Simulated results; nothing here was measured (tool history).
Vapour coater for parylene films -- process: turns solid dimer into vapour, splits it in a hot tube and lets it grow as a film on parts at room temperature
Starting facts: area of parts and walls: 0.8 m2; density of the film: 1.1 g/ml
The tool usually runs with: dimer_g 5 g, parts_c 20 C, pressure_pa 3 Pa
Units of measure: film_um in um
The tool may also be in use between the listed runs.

run 1 hour=0 | dimer_g=5 parts_c=20 pressure_pa=3 | film_um=4.06
run 2 hour=9.4 | dimer_g=5 parts_c=20 pressure_pa=3 | film_um=4.04
run 3 hour=23.9 | dimer_g=8 parts_c=20 pressure_pa=3 | film_um=6.46
run 4 hour=33.7 | dimer_g=7 parts_c=20 pressure_pa=3 | film_um=5.67
run 5 hour=47.1 | dimer_g=7 parts_c=20 pressure_pa=3 | film_um=5.64
run 6 hour=60.7 | dimer_g=5 parts_c=20 pressure_pa=3 | film_um=4.02
run 7 hour=68.9 | dimer_g=5 parts_c=24 pressure_pa=3 | film_um=3.47
run 8 hour=86 | dimer_g=5 parts_c=24 pressure_pa=10.52 | film_um=3.15
run 9 hour=94.2 | dimer_g=5 parts_c=24 pressure_pa=10.52 | film_um=3.13
run 10 hour=102.3 | dimer_g=3 parts_c=20 pressure_pa=3 | film_um=2.4
run 11 hour=119.1 | dimer_g=3 parts_c=20 pressure_pa=3 | film_um=2.42
run 12 hour=140.5 | dimer_g=5 parts_c=20 pressure_pa=5.12 | film_um=3.83
run 13 hour=152.9 | dimer_g=5 parts_c=20 pressure_pa=5.12 | film_um=3.84
run 14 hour=165.1 | dimer_g=5 parts_c=20 pressure_pa=5.12 | film_um=3.84
run 15 hour=180.8 | dimer_g=5 parts_c=20 pressure_pa=3 | film_um=4
run 16 hour=193.6 | dimer_g=5 parts_c=20 pressure_pa=3 | film_um=3.99
run 17 hour=208.4 | dimer_g=5 parts_c=20 pressure_pa=3 | film_um=3.99
run 18 hour=216.1 | dimer_g=5 parts_c=20 pressure_pa=3 | film_um=3.97
run 19 hour=223.5 | dimer_g=5 parts_c=20 pressure_pa=3 | film_um=4
run 20 hour=240.7 | dimer_g=5 parts_c=20 pressure_pa=3 | film_um=4
run 21 hour=256.9 | dimer_g=5 parts_c=20 pressure_pa=3 | film_um=3.99
run 22 hour=265.9 | dimer_g=5 parts_c=27 pressure_pa=3 | film_um=3.09
run 23 hour=282.6 | dimer_g=5 parts_c=20 pressure_pa=3 | film_um=3.98
run 24 hour=298.1 | dimer_g=5 parts_c=20 pressure_pa=3 | film_um=3.97
run 25 hour=313.8 | dimer_g=2 parts_c=20 pressure_pa=2.26 | film_um=1.62
run 26 hour=322.9 | dimer_g=8 parts_c=14 pressure_pa=3.16 | film_um=7.9
run 27 hour=331.8 | dimer_g=8 parts_c=14 pressure_pa=3.16 | film_um=7.87
run 28 hour=340.9 | dimer_g=4 parts_c=14 pressure_pa=3.16 | film_um=3.95
run 29 hour=350.6 | dimer_g=4 parts_c=14 pressure_pa=3.16 | film_um=3.95
run 30 hour=360.6 | dimer_g=8 parts_c=14 pressure_pa=2.16 | film_um=8.1
run 31 hour=370.1 | dimer_g=3 parts_c=18 pressure_pa=6.45 | film_um=2.39
run 32 hour=381 | dimer_g=8 parts_c=14 pressure_pa=3.27 | film_um=7.82
run 33 hour=395.8 | dimer_g=5 parts_c=19 pressure_pa=2.36 | film_um=4.19
run 34 hour=410.1 | dimer_g=2 parts_c=20 pressure_pa=3 | film_um=1.6
run 35 hour=420.6 | dimer_g=5 parts_c=20 pressure_pa=11.89 | film_um=3.58
run 36 hour=428.9 | dimer_g=5 parts_c=20 pressure_pa=11.89 | film_um=3.64
run 37 hour=441.4 | dimer_g=5 parts_c=20 pressure_pa=11.89 | film_um=3.62
run 38 hour=452.8 | dimer_g=2 parts_c=23 pressure_pa=2.2 | film_um=1.48
run 39 hour=465.6 | dimer_g=2 parts_c=23 pressure_pa=2.2 | film_um=1.48
run 40 hour=477 | dimer_g=2 parts_c=17 pressure_pa=3 | film_um=1.79
run 41 hour=488.6 | dimer_g=3 parts_c=25 pressure_pa=3 | film_um=2.01
run 42 hour=506.1 | dimer_g=3 parts_c=20 pressure_pa=2.26 | film_um=2.45
run 43 hour=513.7 | dimer_g=3 parts_c=20 pressure_pa=2.26 | film_um=2.47
run 44 hour=529.4 | dimer_g=3 parts_c=20 pressure_pa=2.26 | film_um=2.46
run 45 hour=542.5 | dimer_g=3 parts_c=20 pressure_pa=2.26 | film_um=2.46
run 46 hour=555.1 | dimer_g=5 parts_c=13 pressure_pa=3 | film_um=5.17
run 47 hour=569.9 | dimer_g=5 parts_c=13 pressure_pa=3 | film_um=5.16

The log once held 2 entries between its listed runs, left out of this copy. Where does each go, and what is different about the tool's unlogged condition between the listed run before it and the listed run after it?
Logged between run 11 and run 12: trap's valve overhauled (hour 133.4)
  vapour lost through the trap's worn valve, %: 0.1 -> 0; drift of the gauge itself on film_um, %: -0.71 -> -0.81
  measured value less the no-hidden-state value, film_um: -0.02 -> -0.03 um
Logged between run 35 and run 36: gauge calibrated (hour 421.8)
  drift of the gauge itself on film_um, %: -2.49 -> -0.04
  measured value less the no-hidden-state value, film_um: -0.09 -> -0.01 um
